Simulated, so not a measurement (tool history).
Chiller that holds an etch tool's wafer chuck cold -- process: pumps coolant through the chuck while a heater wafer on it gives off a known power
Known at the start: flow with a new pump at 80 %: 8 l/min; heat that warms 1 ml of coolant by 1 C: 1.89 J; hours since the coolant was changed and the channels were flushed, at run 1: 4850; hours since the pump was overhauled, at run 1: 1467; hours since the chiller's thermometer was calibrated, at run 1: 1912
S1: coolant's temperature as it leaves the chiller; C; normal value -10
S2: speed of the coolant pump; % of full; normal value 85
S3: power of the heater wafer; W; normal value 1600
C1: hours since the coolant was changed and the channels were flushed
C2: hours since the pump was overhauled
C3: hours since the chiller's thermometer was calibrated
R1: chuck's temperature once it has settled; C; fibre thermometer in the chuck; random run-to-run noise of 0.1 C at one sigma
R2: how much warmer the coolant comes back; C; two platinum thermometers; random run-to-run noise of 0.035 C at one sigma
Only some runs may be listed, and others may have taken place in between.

run 1 day=0 | S1=-10 S2=85 S3=1600 | C1=4850 C2=1467 C3=1912 | R1=10.7 R2=6.09
run 2 day=1.35 | S1=-10 S2=85 S3=1600 | C1=4882 C2=1499 C3=1944 | R1=10.9 R2=6.15
run 3 day=3.242 | S1=-10 S2=85 S3=1600 | C1=4927 C2=1545 C3=1989 | R1=10.8 R2=6.12
run 4 day=5.233 | S1=-10 S2=85 S3=1086 | C1=4975 C2=1593 C3=2037 | R1=4.2 R2=4.15
run 5 day=7.762 | S1=-10 S2=85 S3=898 | C1=5036 C2=1653 C3=2098 | R1=1.7 R2=3.44
run 6 day=10.371 | S1=-10 S2=85 S3=898 | C1=5099 C2=1716 C3=2161 | R1=1.8 R2=3.48
run 7 day=11.662 | S1=-10 S2=85 S3=898 | C1=5130 C2=1747 C3=2192 | R1=1.5 R2=3.5
run 8 day=14.267 | S1=-10 S2=85 S3=898 | C1=5192 C2=1809 C3=2254 | R1=1.7 R2=3.46
run 9 day=16.567 | S1=-10 S2=77 S3=1600 | C1=5247 C2=1865 C3=2309 | R1=12.6 R2=6.77
run 10 day=19 | S1=-10 S2=77 S3=1600 | C1=5306 C2=1923 C3=2368 | R1=12.7 R2=6.76
run 11 day=20.942 | S1=-10 S2=77 S3=1600 | C1=5352 C2=1970 C3=2414 | R1=12.8 R2=6.75
run 12 day=22.7 | S1=-9 S2=77 S3=1600 | C1=5394 C2=2012 C3=2456 | R1=13.8 R2=6.76
run 13 day=24.617 | S1=-14 S2=97 S3=1541 | C1=5441 C2=2058 C3=2503 | R1=4.3 R2=5.22
run 14 day=25.988 | S1=-14 S2=97 S3=1541 | C1=5473 C2=2091 C3=2535 | R1=4.5 R2=5.23
run 15 day=28.758 | S1=-14 S2=97 S3=2397 | C1=5540 C2=2157 C3=2602 | R1=14.9 R2=8.08
-- day=29.096 coolant pump overhauled
run 16 day=31.6 | S1=-7 S2=65 S3=1037 | C1=5603 C2=60 C3=2665 | R1=10 R2=5.3
run 17 day=34.158 | S1=-7 S2=65 S3=1037 | C1=5664 C2=121 C3=2727 | R1=10 R2=5.23
run 18 day=36.758 | S1=-10 S2=90 S3=1391 | C1=5727 C2=184 C3=2789 | R1=8 R2=5.09
run 19 day=39.333 | S1=-10 S2=90 S3=1391 | C1=5789 C2=246 C3=2851 | R1=8.1 R2=5.13
run 20 day=41.017 | S1=-10 S2=90 S3=1391 | C1=5829 C2=286 C3=2891 | R1=8.2 R2=5.19
run 21 day=42.446 | S1=-3 S2=67 S3=1811 | C1=5863 C2=320 C3=2925 | R1=26.4 R2=8.98
-- day=43.567 coolant pump overhauled, once more
run 22 day=44.346 | S1=-3 S2=67 S3=1811 | C1=5904 C2=19 C3=2966 | R1=25.4 R2=8.66
run 23 day=46.479 | S1=-2 S2=64 S3=1380 | C1=5955 C2=70 C3=3017 | R1=20.4 R2=6.89
run 24 day=48.804 | S1=-3 S2=95 S3=2325 | C1=6011 C2=126 C3=3073 | R1=25.3 R2=7.75

Branching from run 24: 5 alternative next runs. What would each branch give?
run A day=51.15 | S1=-3 S2=94 S3=1707 | C1=6067 C2=182 C3=3129 | R1=? R2=?
run B day=51.15 | S1=-10 S2=80 S3=982 | C1=6067 C2=182 C3=3129 | R1=? R2=?
run C day=51.15 | S1=-3 S2=95 S3=1354 | C1=6067 C2=182 C3=3129 | R1=? R2=?
run D day=51.15 | S1=-3 S2=71 S3=987 | C1=6067 C2=182 C3=3129 | R1=? R2=?
run E day=51.15 | S1=-10 S2=85 S3=1712 | C1=6067 C2=182 C3=3129 | R1=? R2=?

run=A R1=18 R2=5.82
run=B R1=3.4 R2=3.93
run=C R1=13.5 R2=4.55
run=D R1=11.9 R2=4.4
run=E R1=12.7 R2=6.45
Had the tool no hidden state, the same runs would have come out as:
run=A R1=15 R2=5.79
run=B R1=1.6 R2=3.91
run=C R1=11.3 R2=4.52
run=D R1=9.9 R2=4.38
run=E R1=9.6 R2=6.41

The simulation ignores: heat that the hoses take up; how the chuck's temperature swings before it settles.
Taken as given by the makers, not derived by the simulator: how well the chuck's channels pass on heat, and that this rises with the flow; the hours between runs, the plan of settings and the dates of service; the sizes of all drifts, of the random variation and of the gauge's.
